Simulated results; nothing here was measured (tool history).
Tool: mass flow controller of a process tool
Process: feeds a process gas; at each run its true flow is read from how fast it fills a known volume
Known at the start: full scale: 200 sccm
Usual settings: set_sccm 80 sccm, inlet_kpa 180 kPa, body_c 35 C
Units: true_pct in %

run 1 hour=0 | set_sccm=80 inlet_kpa=180 body_c=35 | true_pct=97.63
run 2 hour=66 | set_sccm=80 inlet_kpa=180 body_c=35 | true_pct=97.5
run 3 hour=158.3 | set_sccm=80 inlet_kpa=180 body_c=35 | true_pct=97.57
run 4 hour=221 | set_sccm=33 inlet_kpa=180 body_c=35 | true_pct=96.81
run 5 hour=319.5 | set_sccm=80 inlet_kpa=196 body_c=35 | true_pct=97.66
run 6 hour=369.2 | set_sccm=80 inlet_kpa=177 body_c=35 | true_pct=97.54
run 7 hour=484.8 | set_sccm=80 inlet_kpa=177 body_c=35 | true_pct=97.44
run 8 hour=585.9 | set_sccm=174 inlet_kpa=177 body_c=35 | true_pct=98.51
run 9 hour=700.3 | set_sccm=174 inlet_kpa=177 body_c=35 | true_pct=98.51
run 10 hour=804 | set_sccm=174 inlet_kpa=177 body_c=35 | true_pct=98.48
-- hour=814 controller's zero set anew
run 11 hour=870.1 | set_sccm=174 inlet_kpa=177 body_c=35 | true_pct=98.44
run 12 hour=981.9 | set_sccm=122 inlet_kpa=180 body_c=37 | true_pct=97.71
run 13 hour=1030.6 | set_sccm=122 inlet_kpa=180 body_c=37 | true_pct=97.7
run 14 hour=1112.3 | set_sccm=80 inlet_kpa=179 body_c=23 | true_pct=97.97
run 15 hour=1184.3 | set_sccm=80 inlet_kpa=231 body_c=31 | true_pct=97.73
-- hour=1280.8 controller's zero set anew, once more
run 16 hour=1291.5 | set_sccm=126 inlet_kpa=201 body_c=36 | true_pct=98.16
run 17 hour=1403.1 | set_sccm=32 inlet_kpa=180 body_c=35 | true_pct=96.72
run 18 hour=1499.7 | set_sccm=80 inlet_kpa=191 body_c=20 | true_pct=98.42
run 19 hour=1592.5 | set_sccm=48 inlet_kpa=195 body_c=21 | true_pct=97.9
run 20 hour=1676.7 | set_sccm=180 inlet_kpa=168 body_c=38 | true_pct=98.37
run 21 hour=1789.1 | set_sccm=29 inlet_kpa=168 body_c=29 | true_pct=96.71
run 22 hour=1895 | set_sccm=27 inlet_kpa=209 body_c=35 | true_pct=96.68

3 ways to go on from here, each from the tool as it stands after run 22. What would each give?
run A hour=1942 | set_sccm=27 inlet_kpa=273 body_c=35 | true_pct=?
run B hour=1942 | set_sccm=27 inlet_kpa=188 body_c=27 | true_pct=?
run C hour=1942 | set_sccm=36 inlet_kpa=180 body_c=35 | true_pct=?

run=A true_pct=96.82
run=B true_pct=96.89
run=C true_pct=96.6
Without the tool's hidden state the same runs would have given:
run=A true_pct=98.01
run=B true_pct=98.08
run=C true_pct=97.61
